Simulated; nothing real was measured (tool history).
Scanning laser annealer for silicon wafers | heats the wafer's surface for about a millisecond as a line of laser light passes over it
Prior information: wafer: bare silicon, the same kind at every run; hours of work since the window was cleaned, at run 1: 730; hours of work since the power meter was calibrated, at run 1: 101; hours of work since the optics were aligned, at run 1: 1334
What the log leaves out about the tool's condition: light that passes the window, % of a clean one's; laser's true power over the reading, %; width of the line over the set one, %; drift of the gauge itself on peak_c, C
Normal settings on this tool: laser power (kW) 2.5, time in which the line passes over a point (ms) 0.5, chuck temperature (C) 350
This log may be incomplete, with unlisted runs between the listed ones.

run   hour  laser power (kW)  time in which the line passes over a point (ms)  chuck temperature (C)  hours of work since the window was cleaned  hours of work since the power meter was calibrated  hours of work since the optics were aligned  highest temperature of the surface (C)
  1      0               2.5                                              0.5                    350                                         730                                                 101                                         1334                                    1138
  2     10               2.5                                              0.5                    350                                         735                                                 106                                         1339                                    1138
  3   18.9               2.5                                              0.5                    350                                         739                                                 110                                         1343                                    1140
  4   26.1               2.5                                              0.5                    350                                         743                                                 114                                         1347                                    1140
  5   34.9               2.5                                              0.5                    350                                         748                                                 118                                         1351                                    1137
  6   44.1               2.5                                              0.5                    350                                         752                                                 123                                         1356                                    1139
  7     52               2.5                                              0.5                    350                                         756                                                 127                                         1360                                    1141
  8   60.5               2.5                                              0.5                    349                                         761                                                 131                                         1364                                    1137
  9   67.8               2.5                                              0.5                    379                                         764                                                 135                                         1368                                    1170
 10   72.7               2.5                                              0.5                    379                                         767                                                 137                                         1371                                    1166
 11   80.4               2.5                                              0.5                    350                                         771                                                 141                                         1374                                    1138
 12   89.4             2.169                                              0.5                    350                                         775                                                 146                                         1379                                    1024
 13   97.6               2.5                                              0.5                    324                                         779                                                 150                                         1383                                    1111
 14  106.2             2.702                                              0.5                    350                                         784                                                 154                                         1388                                    1206
 15    111             2.702                                              0.5                    350                                         786                                                 157                                         1390                                    1211
 16  121.1             2.702                                              0.5                    350                                         791                                                 162                                         1395                                    1206
 17  127.3             2.702                                            0.438                    350                                         794                                                 165                                         1398                                    1156
 18  134.4             2.702                                            0.438                    350                                         798                                                 169                                         1402                                    1158
 19  139.7             2.348                                            0.438                    350                                         801                                                 171                                         1405                                    1039
 20  146.3               2.5                                              0.5                    350                                         804                                                 175                                         1408                                    1136
 21  150.5               2.5                                              0.5                    350                                         806                                                 177                                         1410                                    1140
 22  154.8             2.155                                              0.5                    317                                         808                                                 179                                         1412                                     989
 23  159.1             2.155                                              0.5                    317                                         811                                                 181                                         1414                                     986
 24  165.8             2.155                                            0.478                    365                                         814                                                 185                                         1418                                    1018
 25  175.6             2.524                                            0.437                    365                                         819                                                 190                                         1423                                    1109
 26  181.6             2.427                                             0.37                    373                                         822                                                 193                                         1426                                    1034
 27  191.3             2.732                                            0.494                    349                                         827                                                 198                                         1431                                    1210
 28  200.1              2.66                                            0.497                    323                                         831                                                 202                                         1435                                    1160
 29  207.9             2.739                                            0.479                    352                                         835                                                 206                                         1439                                    1202
 30  216.8             2.739                                            0.479                    352                                         840                                                 211                                         1444                                    1202
 31  226.8             2.308                                              0.5                    350                                         845                                                 216                                         1449                                    1071
 32  235.7               2.5                                            0.549                    372                                         849                                                 220                                         1453                                    1191
 33  242.6               2.5                                            0.549                    372                                         853                                                 224                                         1457                                    1189
 34  251.8              2.74                                              0.5                    350                                         858                                                 228                                         1461                                    1216
 35  258.8              2.74                                              0.5                    350                                         861                                                 232                                         1465                                    1213
 36  264.2              2.74                                              0.5                    350                                         864                                                 235                                         1468                                    1215
 37  272.7             2.261                                            0.474                    350                                         868                                                 239                                         1472                                    1034
 38  277.5             2.261                                            0.474                    350                                         871                                                 241                                         1475                                    1035
 39  287.6             2.183                                            0.474                    350                                         876                                                 246                                         1480                                    1013
 40  293.1              2.27                                            0.389                    362                                         879                                                 249                                         1482                                     988
 41    298              2.27                                            0.389                    362                                         881                                                 252                                         1485                                     989

Same runs, no hidden state in the tool, same run-to-run variation:
run  highest temperature of the surface (C)
  1                                    1187
  2                                    1187
  3                                    1189
  4                                    1189
  5                                    1187
  6                                    1189
  7                                    1190
  8                                    1187
  9                                    1220
 10                                    1217
 11                                    1189
 12                                    1067
 13                                    1162
 14                                    1262
 15                                    1266
 16                                    1262
 17                                    1208
 18                                    1211
 19                                    1085
 20                                    1188
 21                                    1192
 22                                    1033
 23                                    1031
 24                                    1062
 25                                    1159
 26                                    1078
 27                                    1268
 28                                    1217
 29                                    1260
 30                                    1260
 31                                    1121
 32                                    1248
 33                                    1246
 34                                    1276
 35                                    1273
 36                                    1276
 37                                    1082
 38                                    1083
 39                                    1060
 40                                    1032
 41                                    1034

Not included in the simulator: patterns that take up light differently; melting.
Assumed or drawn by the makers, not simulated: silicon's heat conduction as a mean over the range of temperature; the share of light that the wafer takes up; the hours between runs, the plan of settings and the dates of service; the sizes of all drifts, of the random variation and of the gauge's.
